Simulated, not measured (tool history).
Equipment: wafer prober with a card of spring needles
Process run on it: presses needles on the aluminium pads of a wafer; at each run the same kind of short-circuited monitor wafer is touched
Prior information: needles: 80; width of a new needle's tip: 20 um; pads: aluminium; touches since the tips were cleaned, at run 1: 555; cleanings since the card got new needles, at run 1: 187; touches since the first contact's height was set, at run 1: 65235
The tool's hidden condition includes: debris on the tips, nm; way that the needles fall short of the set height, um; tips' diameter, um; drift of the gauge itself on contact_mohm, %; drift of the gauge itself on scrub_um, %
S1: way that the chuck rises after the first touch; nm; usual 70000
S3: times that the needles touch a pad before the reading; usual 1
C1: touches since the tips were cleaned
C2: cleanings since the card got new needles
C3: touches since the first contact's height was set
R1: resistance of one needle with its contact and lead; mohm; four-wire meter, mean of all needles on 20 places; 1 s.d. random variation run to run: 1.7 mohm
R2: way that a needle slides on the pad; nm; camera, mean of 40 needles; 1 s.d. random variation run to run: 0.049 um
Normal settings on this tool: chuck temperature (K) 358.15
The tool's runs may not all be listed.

Run 1, hour 0: usual settings; C1 555; C2 187; C3 65235. Result: R1 170 mohm, R2 19030 nm.
At hour 5.8: tips cleaned on abrasive film.
At hour 12.7: tips cleaned on abrasive film.
At hour 19.9: tips cleaned on abrasive film.
At hour 25.7: tips cleaned on abrasive film.
Run 2, hour 29.5: usual settings; C1 1958; C2 191; C3 80001. Result: R1 167 mohm, R2 19110 nm.
At hour 32.5: tips cleaned on abrasive film.
At hour 39.5: tips cleaned on abrasive film.
Run 3, hour 43.4: usual settings but S1 89000 nm; C1 1957; C2 193; C3 86934. Result: R1 165 mohm, R2 24280 nm.
At hour 46.3: tips cleaned on abrasive film.
At hour 53.4: tips cleaned on abrasive film.
At hour 59.2: tips cleaned on abrasive film.
Run 4, hour 64.1: usual settings but S1 89000 nm; C1 2521; C2 196; C3 97296. Result: R1 164 mohm, R2 24190 nm.
At hour 65.7: tips cleaned on abrasive film.
At hour 72.8: tips cleaned on abrasive film.
At hour 78.7: tips cleaned on abrasive film.
Run 5, hour 78.7: usual settings but chuck temperature (K) 327.15; C1 0; C2 199; C3 104512. Result: R1 163 mohm, R2 18980 nm.
At hour 85.8: tips cleaned on abrasive film.
At hour 91.6: tips cleaned on abrasive film.
At hour 93.3: height of the first contact set anew.
At hour 99.1: tips cleaned on abrasive film.
At hour 104.9: tips cleaned on abrasive film.
Run 6, hour 106.1: usual settings but chuck temperature (K) 327.15; C1 602; C2 203; C3 6352. Result: R1 164 mohm, R2 18970 nm.
At hour 111.8: tips cleaned on abrasive film.
At hour 119: tips cleaned on abrasive film.
At hour 126.2: tips cleaned on abrasive film.
Run 7, hour 131.1: usual settings; C1 2482; C2 206; C3 18896. Result: R1 170 mohm, R2 18850 nm.
At hour 132.6: tips cleaned on abrasive film.
At hour 139.7: tips cleaned on abrasive film.
At hour 145.5: tips cleaned on abrasive film.
At hour 151.3: tips cleaned on abrasive film.
At hour 157.7: tips cleaned on abrasive film.
Run 8, hour 157.7: usual settings; C1 0; C2 211; C3 32115. Result: R1 169 mohm, R2 18940 nm.
At hour 163.4: tips cleaned on abrasive film.
At hour 170.6: tips cleaned on abrasive film.
At hour 177.7: tips cleaned on abrasive film.
Run 9, hour 182.3: usual settings; C1 2340; C2 214; C3 44434. Result: R1 168 mohm, R2 18880 nm.
At hour 183.8: tips cleaned on abrasive film.
At hour 190.9: tips cleaned on abrasive film.
At hour 196.6: tips cleaned on abrasive film.
At hour 202.4: tips cleaned on abrasive film.
At hour 208.2: tips cleaned on abrasive film.
Run 10, hour 213: usual settings but S1 75000 nm; C1 2435; C2 219; C3 59756. Result: R1 164 mohm, R2 20150 nm.
At hour 214.5: tips cleaned on abrasive film.
At hour 221.7: tips cleaned on abrasive film.
At hour 228.9: tips cleaned on abrasive film.
At hour 234.8: tips cleaned on abrasive film.
Run 11, hour 234.8: usual settings but S1 75000 nm; C1 0; C2 223; C3 70627. Result: R1 167 mohm, R2 20160 nm.
At hour 242: tips cleaned on abrasive film.
At hour 247.8: tips cleaned on abrasive film.
Run 12, hour 253.2: usual settings but S1 75000 nm; C1 2753; C2 225; C3 79848. Result: R1 165 mohm, R2 20080 nm.
At hour 254.6: tips cleaned on abrasive film.
At hour 260.4: tips cleaned on abrasive film.
At hour 267.5: tips cleaned on abrasive film.
At hour 274.7: tips cleaned on abrasive film.
At hour 280.5: tips cleaned on abrasive film.
Run 13, hour 280.6: usual settings but S1 75000 nm; C1 64; C2 230; C3 93468. Result: R1 167 mohm, R2 20210 nm.
At hour 286.4: tips cleaned on abrasive film.
At hour 293.4: tips cleaned on abrasive film.
Run 14, hour 294: usual settings but S1 75000 nm; C1 295; C2 232; C3 100174. Result: R1 166 mohm, R2 20040 nm.
At hour 299.7: tips cleaned on abrasive film.
At hour 305.5: tips cleaned on abrasive film.
Run 15, hour 307.1: usual settings but S1 87000 nm, chuck temperature (K) 348.15; C1 854; C2 234; C3 106732. Result: R1 165 mohm, R2 23230 nm.
At hour 311.4: tips cleaned on abrasive film.
At hour 317.3: height of the first contact set anew.
At hour 318.8: tips cleaned on abrasive film.
At hour 326: tips cleaned on abrasive film.
At hour 333.2: tips cleaned on abrasive film.
Run 16, hour 335.6: usual settings but S1 87000 nm, chuck temperature (K) 348.15; C1 1242; C2 238; C3 9147. Result: R1 164 mohm, R2 23160 nm.
At hour 339.8: tips cleaned on abrasive film.
At hour 346.9: tips cleaned on abrasive film.
At hour 354.1: tips cleaned on abrasive film.
At hour 361: tips cleaned on abrasive film.
Run 17, hour 362.5: usual settings but S1 73000 nm, chuck temperature (K) 340.15, S3 3; C1 772; C2 242; C3 22585. Result: R1 168 mohm, R2 19400 nm.
At hour 366.9: tips cleaned on abrasive film.
At hour 374: tips cleaned on abrasive film.
At hour 379.8: tips cleaned on abrasive film.
Run 18, hour 383.6: usual settings but S1 73000 nm, chuck temperature (K) 340.15, S3 3; C1 1940; C2 245; C3 33110. Result: R1 163 mohm, R2 19370 nm.
At hour 386.5: tips cleaned on abrasive film.
At hour 393.6: tips cleaned on abrasive film.
At hour 395: gauge calibrated.
At hour 400.8: tips cleaned on abrasive film.
Run 19, hour 403.4: usual settings but S1 61000 nm, chuck temperature (K) 338.15; C1 1322; C2 248; C3 43002. Result: R1 166 mohm, R2 16620 nm.
At hour 407.8: tips cleaned on abrasive film.
At hour 414.9: tips cleaned on abrasive film.
At hour 422: tips cleaned on abrasive film.
At hour 427.8: tips cleaned on abrasive film.
Run 20, hour 433.1: usual settings but S1 60000 nm, chuck temperature (K) 393.15, S3 2; C1 2686; C2 252; C3 57861. Result: R1 180 mohm, R2 16340 nm.
At hour 434.6: tips cleaned on abrasive film.
At hour 441.8: tips cleaned on abrasive film.
At hour 447.6: tips cleaned on abrasive film.
At hour 454.8: tips cleaned on abrasive film.
Run 21, hour 458.6: usual settings but S1 79000 nm; C1 1953; C2 256; C3 70595. Result: R1 167 mohm, R2 21450 nm.
At hour 461.6: tips cleaned on abrasive film.
At hour 467.3: tips cleaned on abrasive film.
At hour 474.4: tips cleaned on abrasive film.
At hour 481.6: tips cleaned on abrasive film.
At hour 488.7: tips cleaned on abrasive film.
Run 22, hour 488.9: usual settings but S1 82000 nm, chuck temperature (K) 337.15; C1 101; C2 261; C3 85681. Result: R1 160 mohm, R2 22280 nm.
At hour 494.6: tips cleaned on abrasive film.
At hour 501.6: tips cleaned on abrasive film.
At hour 507.4: tips cleaned on abrasive film.
At hour 513.1: tips cleaned on abrasive film.
Run 23, hour 517: usual settings but S1 82000 nm, chuck temperature (K) 339.15, S3 3; C1 1979; C2 265; C3 99758. Result: R1 162 mohm, R2 22160 nm.
At hour 520: tips cleaned on abrasive film.
At hour 527.2: tips cleaned on abrasive film.
At hour 534.4: tips cleaned on abrasive film.
At hour 540.3: height of the first contact set anew.
At hour 541.8: tips cleaned on abrasive film.
At hour 548.8: tips cleaned on abrasive film.
Run 24, hour 548.8: usual settings but S1 82000 nm, chuck temperature (K) 339.15, S3 3; C1 0; C2 270; C3 4209. Result: R1 161 mohm, R2 22070 nm.
At hour 554.6: tips cleaned on abrasive film.
At hour 561.6: tips cleaned on abrasive film.
At hour 567.4: tips cleaned on abrasive film.
Run 25, hour 572.9: usual settings but S1 53000 nm, chuck temperature (K) 345.15, S3 2; C1 2767; C2 273; C3 16249. Result: R1 173 mohm, R2 14320 nm.

Each row is a separate what-if for the run after 25, all from the same tool condition, not one after another. Results?
At hour 574.4: tips cleaned on abrasive film.
At hour 581.4: tips cleaned on abrasive film.
Run A, hour 586.2: usual settings but S3 2; C1 2408; C2 275; C3 22893. Result: R1 ?, R2 ?.
At hour 574.4: tips cleaned on abrasive film.
At hour 581.4: tips cleaned on abrasive film.
Run B, hour 586.2: usual settings but chuck temperature (K) 299.15, S3 2; C1 2408; C2 275; C3 22893. Result: R1 ?, R2 ?.
At hour 574.4: tips cleaned on abrasive film.
At hour 581.4: tips cleaned on abrasive film.
Run C, hour 586.2: usual settings but chuck temperature (K) 363.15, S3 2; C1 2408; C2 275; C3 22893. Result: R1 ?, R2 ?.

run   R1     R2
  A  166  18870
  B  156  18890
  C  167  18960
With the hidden condition removed and each run's random variation left untouched, the same runs would have given:
run   R1     R2
  A  166  19130
  B  156  19150
  C  167  19220

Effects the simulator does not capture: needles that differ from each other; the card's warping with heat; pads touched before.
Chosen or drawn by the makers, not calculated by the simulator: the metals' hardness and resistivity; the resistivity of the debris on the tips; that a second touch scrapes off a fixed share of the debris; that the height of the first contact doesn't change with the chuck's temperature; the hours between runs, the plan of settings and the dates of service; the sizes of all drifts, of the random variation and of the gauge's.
